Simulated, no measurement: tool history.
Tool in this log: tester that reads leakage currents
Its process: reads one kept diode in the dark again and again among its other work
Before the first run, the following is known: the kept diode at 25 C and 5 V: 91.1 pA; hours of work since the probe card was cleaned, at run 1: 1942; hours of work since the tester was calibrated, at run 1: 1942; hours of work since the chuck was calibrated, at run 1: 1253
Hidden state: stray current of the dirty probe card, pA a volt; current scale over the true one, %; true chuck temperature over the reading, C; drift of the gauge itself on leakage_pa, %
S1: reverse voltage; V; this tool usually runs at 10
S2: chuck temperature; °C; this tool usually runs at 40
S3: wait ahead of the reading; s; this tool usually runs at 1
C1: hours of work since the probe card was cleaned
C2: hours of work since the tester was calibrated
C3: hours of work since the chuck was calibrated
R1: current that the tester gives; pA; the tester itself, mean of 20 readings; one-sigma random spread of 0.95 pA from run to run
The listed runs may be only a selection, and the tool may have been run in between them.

Run 1, day 0: usual settings; C1 1942; C2 1942; C3 1253. Result: R1 327.19 pA.
Run 2, day 4.933: usual settings; C1 2023; C2 2023; C3 1334. Result: R1 327.44 pA.
Run 3, day 12.438: usual settings; C1 2146; C2 2146; C3 1457. Result: R1 328.53 pA.
Run 4, day 20.7: usual settings but S2 48 °C; C1 2282; C2 2282; C3 1594. Result: R1 537.17 pA.
Run 5, day 25.333: usual settings but S2 48 °C; C1 2359; C2 2359; C3 1670. Result: R1 536.45 pA.
Run 6, day 31.971: usual settings but S2 31 °C; C1 2468; C2 2468; C3 1779. Result: R1 182.31 pA.
At day 32.483: chuck's temperature calibrated.
Run 7, day 37.983: usual settings; C1 2566; C2 2566; C3 91. Result: R1 319.62 pA.
Run 8, day 44.504: usual settings; C1 2673; C2 2673; C3 198. Result: R1 319.58 pA.
Run 9, day 50.167: usual settings but S1 4.5 V, S3 3.84 s; C1 2766; C2 2766; C3 291. Result: R1 229.18 pA.
Run 10, day 57.612: usual settings but S1 4.7 V, S3 9.52 s; C1 2889; C2 2889; C3 414. Result: R1 231.74 pA.
At day 59.379: chuck's temperature calibrated, once more.
Run 11, day 65.429: usual settings but S1 5.9 V, S2 47 °C, S3 0.88 s; C1 3016; C2 3016; C3 100. Result: R1 429.05 pA.
Run 12, day 72.179: usual settings but S1 2 V, S2 29 °C, S3 0.84 s; C1 3127; C2 3127; C3 211. Result: R1 86.68 pA.
At day 76.608: probe card cleaned and baked.
Run 13, day 76.629: usual settings but S1 2 V, S2 29 °C, S3 0.84 s; C1 0; C2 3199; C3 282. Result: R1 84.66 pA.
Run 14, day 80.688: usual settings but S1 13.6 V, S2 29 °C, S3 0.64 s; C1 67; C2 3265; C3 349. Result: R1 184.59 pA.
At day 82.254: tester calibrated.
Run 15, day 87.192: usual settings but S1 13.6 V, S2 26 °C, S3 0.64 s; C1 173; C2 81; C3 455. Result: R1 151.7 pA.
Run 16, day 92.862: usual settings but S1 1.7 V, S2 22 °C, S3 0.58 s; C1 266; C2 175; C3 548. Result: R1 48.84 pA.

Each row is a separate what-if for the run after 16, all from the same tool condition, not one after another. Results?
Run A, day 98.671: usual settings but S1 3.4 V, S2 22 °C, S3 0.41 s; C1 362; C2 270; C3 644. Result: R1 ?.
Run B, day 98.671: usual settings but S1 1.5 V, S2 28 °C, S3 2.68 s; C1 362; C2 270; C3 644. Result: R1 ?.
Run C, day 98.671: usual settings but S1 5.8 V, S3 1.85 s; C1 362; C2 270; C3 644. Result: R1 ?.
Run D, day 98.671: usual settings but S2 55 °C; C1 362; C2 270; C3 644. Result: R1 ?.
Run E, day 98.671: usual settings but S1 1.7 V, S2 37 °C, S3 0.58 s; C1 362; C2 270; C3 644. Result: R1 ?.

run      R1
  A   65.32
  B   70.29
  C  269.09
  D  845.49
  E   137.1
Had the tool no hidden state, the same runs would have come out as:
run      R1
  A   65.55
  B   70.75
  C  270.64
  D  850.49
  E  138.05
